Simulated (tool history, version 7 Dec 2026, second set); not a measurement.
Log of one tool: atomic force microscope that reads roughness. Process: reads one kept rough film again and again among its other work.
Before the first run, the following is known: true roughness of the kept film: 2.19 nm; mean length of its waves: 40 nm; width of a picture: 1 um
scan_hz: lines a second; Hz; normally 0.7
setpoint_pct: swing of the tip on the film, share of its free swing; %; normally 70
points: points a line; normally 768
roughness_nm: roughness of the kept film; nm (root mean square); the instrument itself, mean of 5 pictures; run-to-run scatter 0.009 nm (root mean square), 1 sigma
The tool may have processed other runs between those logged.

run   hour  scan_hz  setpoint_pct  points  roughness_nm
  1      0      0.7            70     768          2.01
  2   11.9      0.7            70     768         2.007
      24.3  -- new tip fitted
  3   26.8      0.7            70     768         2.023
  4   39.8      0.7            71     768             2
  5   64.5      0.7            71     768         2.013
  6   91.1    1.439            70     768         1.931
  7  113.3    1.439            70     768         1.944
  8  141.3      0.7            70     768         1.999
  9  160.1      0.7            70     768         2.015
     169.7  -- new tip fitted
 10  176.7      0.7            70     768         2.021
 11  192.4      0.7            70     768         1.992
 12  218.1    1.448            70     768         1.957
 13  245.1    1.448            70     768          1.96
 14  260.8    1.448            70     768         1.961
 15  282.1    2.016            79     318         1.793
 16  310.4    2.201            75     372         1.833
     316.2  -- new tip fitted
 17  332.8    0.897            70     768         2.001
 18  347.6    0.674            66     535          2.02
 19  361.6      0.7            67     336         2.031
 20  377.8    2.594            62     258         1.929
 21  392.4     2.95            70     417         1.838
 22  407.3     2.95            70     417         1.807
 23  435.1     2.95            70     417         1.816
 24  456.7    0.709            83     623         1.955
     462.3  -- new tip fitted
 25  470.6    0.709            83     623         1.948
 26  490.2    0.638            64     375         2.028
 27  512.7    2.799            89     339         1.561

5 options for the next run, each taken on its own from the tool as it stands now. Forecast them:
  A  524.1    1.461            72     486             ?
  B  524.1    2.712            78     285             ?
  C  524.1    1.158            86     409             ?
  D  524.1    1.607            70     768             ?
  E  524.1    1.069            76     339             ?

run  roughness_nm
  A         1.923
  B         1.734
  C         1.854
  D         1.939
  E         1.944
With the hidden condition removed and each run's random variation left untouched, the same runs would have given:
run  roughness_nm
  A         1.925
  B         1.736
  C         1.856
  D          1.94
  E         1.946

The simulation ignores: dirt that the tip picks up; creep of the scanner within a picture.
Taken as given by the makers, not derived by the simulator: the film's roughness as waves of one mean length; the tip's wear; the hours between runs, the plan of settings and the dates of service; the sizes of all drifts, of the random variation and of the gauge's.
